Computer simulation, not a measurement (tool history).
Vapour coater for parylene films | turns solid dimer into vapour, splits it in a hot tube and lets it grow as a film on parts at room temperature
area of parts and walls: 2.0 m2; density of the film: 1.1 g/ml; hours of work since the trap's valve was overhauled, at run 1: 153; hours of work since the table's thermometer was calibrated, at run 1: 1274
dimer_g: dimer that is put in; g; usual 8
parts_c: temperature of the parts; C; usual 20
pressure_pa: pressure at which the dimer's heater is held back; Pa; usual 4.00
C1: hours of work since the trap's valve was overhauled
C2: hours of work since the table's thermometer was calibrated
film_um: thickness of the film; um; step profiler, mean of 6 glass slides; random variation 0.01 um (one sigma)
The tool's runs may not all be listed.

run 1 hour=0.0 | dimer_g=8 parts_c=20 pressure_pa=4.00 | C1=153 C2=1274 | film_um=2.43
run 2 hour=37.8 | dimer_g=8 parts_c=20 pressure_pa=4.00 | C1=185 C2=1307 | film_um=2.43
run 3 hour=62.7 | dimer_g=8 parts_c=20 pressure_pa=4.00 | C1=207 C2=1328 | film_um=2.43
run 4 hour=90.8 | dimer_g=8 parts_c=20 pressure_pa=4.00 | C1=231 C2=1352 | film_um=2.43
run 5 hour=116.1 | dimer_g=8 parts_c=20 pressure_pa=4.00 | C1=253 C2=1374 | film_um=2.43
run 6 hour=154.6 | dimer_g=8 parts_c=20 pressure_pa=4.00 | C1=286 C2=1408 | film_um=2.44
run 7 hour=190.2 | dimer_g=8 parts_c=20 pressure_pa=4.00 | C1=317 C2=1439 | film_um=2.44
run 8 hour=232.5 | dimer_g=8 parts_c=20 pressure_pa=4.00 | C1=354 C2=1475 | film_um=2.46
run 9 hour=265.7 | dimer_g=8 parts_c=20 pressure_pa=6.99 | C1=383 C2=1504 | film_um=2.35
run 10 hour=298.5 | dimer_g=8 parts_c=20 pressure_pa=10.69 | C1=411 C2=1532 | film_um=2.31
run 11 hour=331.8 | dimer_g=8 parts_c=20 pressure_pa=4.00 | C1=440 C2=1561 | film_um=2.45
run 12 hour=366.7 | dimer_g=8 parts_c=24 pressure_pa=4.00 | C1=470 C2=1591 | film_um=2.11
run 13 hour=419.4 | dimer_g=4 parts_c=20 pressure_pa=4.00 | C1=516 C2=1637 | film_um=1.22
run 14 hour=465.0 | dimer_g=13 parts_c=20 pressure_pa=4.00 | C1=555 C2=1676 | film_um=3.96
-- hour=471.5 trap's valve overhauled
run 15 hour=517.6 | dimer_g=7 parts_c=20 pressure_pa=4.00 | C1=40 C2=1719 | film_um=2.14
run 16 hour=543.4 | dimer_g=8 parts_c=20 pressure_pa=2.97 | C1=62 C2=1741 | film_um=2.50
run 17 hour=593.2 | dimer_g=8 parts_c=20 pressure_pa=2.97 | C1=105 C2=1784 | film_um=2.51
run 18 hour=631.9 | dimer_g=8 parts_c=20 pressure_pa=2.97 | C1=139 C2=1818 | film_um=2.51
run 19 hour=657.2 | dimer_g=8 parts_c=20 pressure_pa=7.44 | C1=161 C2=1839 | film_um=2.37
run 20 hour=698.9 | dimer_g=4 parts_c=20 pressure_pa=4.00 | C1=197 C2=1876 | film_um=1.24
run 21 hour=749.5 | dimer_g=4 parts_c=20 pressure_pa=4.00 | C1=241 C2=1919 | film_um=1.23
run 22 hour=782.5 | dimer_g=4 parts_c=20 pressure_pa=4.00 | C1=269 C2=1948 | film_um=1.23
run 23 hour=813.2 | dimer_g=7 parts_c=18 pressure_pa=3.78 | C1=296 C2=1975 | film_um=2.32
run 24 hour=861.4 | dimer_g=6 parts_c=16 pressure_pa=2.33 | C1=338 C2=2016 | film_um=2.19
run 25 hour=909.2 | dimer_g=6 parts_c=16 pressure_pa=2.33 | C1=379 C2=2058 | film_um=2.22
run 26 hour=955.7 | dimer_g=6 parts_c=13 pressure_pa=6.79 | C1=419 C2=2098 | film_um=2.31
run 27 hour=1001.9 | dimer_g=11 parts_c=28 pressure_pa=9.68 | C1=459 C2=2138 | film_um=2.44
run 28 hour=1043.6 | dimer_g=4 parts_c=28 pressure_pa=9.68 | C1=495 C2=2174 | film_um=0.87
run 29 hour=1092.3 | dimer_g=8 parts_c=14 pressure_pa=2.41 | C1=538 C2=2216 | film_um=3.18
-- hour=1122.7 trap's valve overhauled
run 30 hour=1135.3 | dimer_g=8 parts_c=20 pressure_pa=5.36 | C1=11 C2=2250 | film_um=2.45
-- hour=1159.5 table's thermometer calibrated
run 31 hour=1179.3 | dimer_g=4 parts_c=18 pressure_pa=4.00 | C1=48 C2=17 | film_um=1.34
run 32 hour=1229.9 | dimer_g=4 parts_c=18 pressure_pa=4.00 | C1=92 C2=61 | film_um=1.33
run 33 hour=1284.1 | dimer_g=8 parts_c=30 pressure_pa=2.19 | C1=139 C2=108 | film_um=1.80
run 34 hour=1337.9 | dimer_g=5 parts_c=20 pressure_pa=4.82 | C1=186 C2=155 | film_um=1.54
-- hour=1385.8 gauge calibrated
run 35 hour=1387.7 | dimer_g=8 parts_c=12 pressure_pa=3.08 | C1=229 C2=198 | film_um=3.29

The same runs without the tool's hidden state, with the same run-to-run variation:
The hidden state here: vapour lost through the trap's worn valve, %; true temperature of the parts over the reading, C; drift of the gauge itself on film_um, %.
run=1 film_um=2.44
run=2 film_um=2.43
run=3 film_um=2.43
run=4 film_um=2.43
run=5 film_um=2.42
run=6 film_um=2.43
run=7 film_um=2.43
run=8 film_um=2.45
run=9 film_um=2.34
run=10 film_um=2.30
run=11 film_um=2.44
run=12 film_um=2.09
run=13 film_um=1.21
run=14 film_um=3.93
run=15 film_um=2.12
run=16 film_um=2.47
run=17 film_um=2.48
run=18 film_um=2.47
run=19 film_um=2.34
run=20 film_um=1.22
run=21 film_um=1.21
run=22 film_um=1.21
run=23 film_um=2.29
run=24 film_um=2.15
run=25 film_um=2.18
run=26 film_um=2.26
run=27 film_um=2.39
run=28 film_um=0.86
run=29 film_um=3.12
run=30 film_um=2.39
run=31 film_um=1.31
run=32 film_um=1.30
run=33 film_um=1.75
run=34 film_um=1.50
run=35 film_um=3.30
